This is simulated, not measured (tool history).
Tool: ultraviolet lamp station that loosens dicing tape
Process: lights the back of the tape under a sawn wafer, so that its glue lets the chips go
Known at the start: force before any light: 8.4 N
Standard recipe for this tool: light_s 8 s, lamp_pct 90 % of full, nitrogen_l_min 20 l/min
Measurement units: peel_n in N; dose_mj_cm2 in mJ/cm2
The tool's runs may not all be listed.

Run 1, hour 0: usual settings. Result: peel_n 0.555 N, dose_mj_cm2 273 mJ/cm2.
Run 2, hour 6.8: usual settings. Result: peel_n 0.558 N, dose_mj_cm2 275 mJ/cm2.
Run 3, hour 13.6: usual settings but lamp_pct 64 % of full. Result: peel_n 1.031 N, dose_mj_cm2 191 mJ/cm2.
Run 4, hour 19.1: usual settings but light_s 5 s, lamp_pct 64 % of full. Result: peel_n 2.135 N, dose_mj_cm2 121 mJ/cm2.
Run 5, hour 26.9: usual settings but light_s 5 s, lamp_pct 64 % of full. Result: peel_n 2.181 N, dose_mj_cm2 122 mJ/cm2.
Run 6, hour 32.1: usual settings but light_s 5 s, lamp_pct 64 % of full. Result: peel_n 2.16 N, dose_mj_cm2 123 mJ/cm2.
Run 7, hour 41.6: usual settings but light_s 5 s, lamp_pct 64 % of full. Result: peel_n 2.251 N, dose_mj_cm2 119 mJ/cm2.
Run 8, hour 52.1: usual settings but nitrogen_l_min 27 l/min. Result: peel_n 0.477 N, dose_mj_cm2 268 mJ/cm2.
Run 9, hour 57.7: usual settings but nitrogen_l_min 7 l/min. Result: peel_n 1.105 N, dose_mj_cm2 271 mJ/cm2.
Run 10, hour 66.3: usual settings but nitrogen_l_min 7 l/min. Result: peel_n 1.068 N, dose_mj_cm2 270 mJ/cm2.
Run 11, hour 73.1: usual settings but nitrogen_l_min 7 l/min. Result: peel_n 1.103 N, dose_mj_cm2 265 mJ/cm2.
Run 12, hour 80: usual settings but nitrogen_l_min 17 l/min. Result: peel_n 0.636 N, dose_mj_cm2 268 mJ/cm2.
Run 13, hour 87.2: usual settings but nitrogen_l_min 17 l/min. Result: peel_n 0.637 N, dose_mj_cm2 266 mJ/cm2.
Run 14, hour 96.7: usual settings but nitrogen_l_min 17 l/min. Result: peel_n 0.622 N, dose_mj_cm2 269 mJ/cm2.
Run 15, hour 104: usual settings but light_s 11 s. Result: peel_n 0.351 N, dose_mj_cm2 364 mJ/cm2.
At hour 105.5: window cleaned of glue's vapour.
Run 16, hour 113.8: usual settings but light_s 11 s, lamp_pct 63 % of full. Result: peel_n 0.664 N, dose_mj_cm2 250 mJ/cm2.
Run 17, hour 120.5: usual settings but light_s 11 s, lamp_pct 63 % of full. Result: peel_n 0.662 N, dose_mj_cm2 248 mJ/cm2.
Run 18, hour 129.1: usual settings but light_s 11 s, lamp_pct 63 % of full. Result: peel_n 0.654 N, dose_mj_cm2 252 mJ/cm2.
Run 19, hour 139.3: usual settings but light_s 11 s, lamp_pct 91 % of full, nitrogen_l_min 39 l/min. Result: peel_n 0.308 N, dose_mj_cm2 362 mJ/cm2.
Run 20, hour 147.2: usual settings but light_s 11 s, lamp_pct 91 % of full, nitrogen_l_min 39 l/min. Result: peel_n 0.295 N, dose_mj_cm2 358 mJ/cm2.
Run 21, hour 152.2: usual settings but light_s 11 s, lamp_pct 91 % of full, nitrogen_l_min 39 l/min. Result: peel_n 0.303 N, dose_mj_cm2 357 mJ/cm2.
At hour 153.6: window cleaned of glue's vapour, once more.
Run 22, hour 161.5: usual settings but light_s 6 s, lamp_pct 91 % of full, nitrogen_l_min 37 l/min. Result: peel_n 0.663 N, dose_mj_cm2 212 mJ/cm2.
Run 23, hour 168: usual settings but light_s 4 s, lamp_pct 84 % of full. Result: peel_n 1.965 N, dose_mj_cm2 127 mJ/cm2.
Run 24, hour 175.7: usual settings but light_s 14 s, lamp_pct 70 % of full, nitrogen_l_min 12 l/min. Result: peel_n 0.436 N, dose_mj_cm2 374 mJ/cm2.
Run 25, hour 186.5: usual settings but light_s 5 s, lamp_pct 72 % of full, nitrogen_l_min 16 l/min. Result: peel_n 1.924 N, dose_mj_cm2 135 mJ/cm2.
Run 26, hour 192.1: usual settings but light_s 11 s, lamp_pct 62 % of full, nitrogen_l_min 24 l/min. Result: peel_n 0.541 N, dose_mj_cm2 263 mJ/cm2.
Run 27, hour 202.8: usual settings but light_s 11 s, lamp_pct 62 % of full, nitrogen_l_min 24 l/min. Result: peel_n 0.547 N, dose_mj_cm2 258 mJ/cm2.

Predict each of these 5 candidate next runs independently; none follows another, all start after run 27:
Run A, hour 211.2: usual settings but light_s 4 s, lamp_pct 63 % of full, nitrogen_l_min 17 l/min. Result: peel_n ?, dose_mj_cm2 ?.
Run B, hour 211.2: usual settings but light_s 11 s, lamp_pct 62 % of full, nitrogen_l_min 11 l/min. Result: peel_n ?, dose_mj_cm2 ?.
Run C, hour 211.2: usual settings but nitrogen_l_min 24 l/min. Result: peel_n ?, dose_mj_cm2 ?.
Run D, hour 211.2: usual settings but light_s 9 s, nitrogen_l_min 13 l/min. Result: peel_n ?, dose_mj_cm2 ?.
Run E, hour 211.2: usual settings but lamp_pct 73 % of full, nitrogen_l_min 12 l/min. Result: peel_n ?, dose_mj_cm2 ?.

run  peel_n  dose_mj_cm2
  A   2.918           96
  B   0.839          256
  C     0.5          276
  D   0.534          309
  E   1.054          225
With the hidden condition removed and each run's random variation left untouched, the same runs would have given:
run  peel_n  dose_mj_cm2
  A   2.707          103
  B   0.735          276
  C   0.443          297
  D    0.47          332
  E   0.927          241
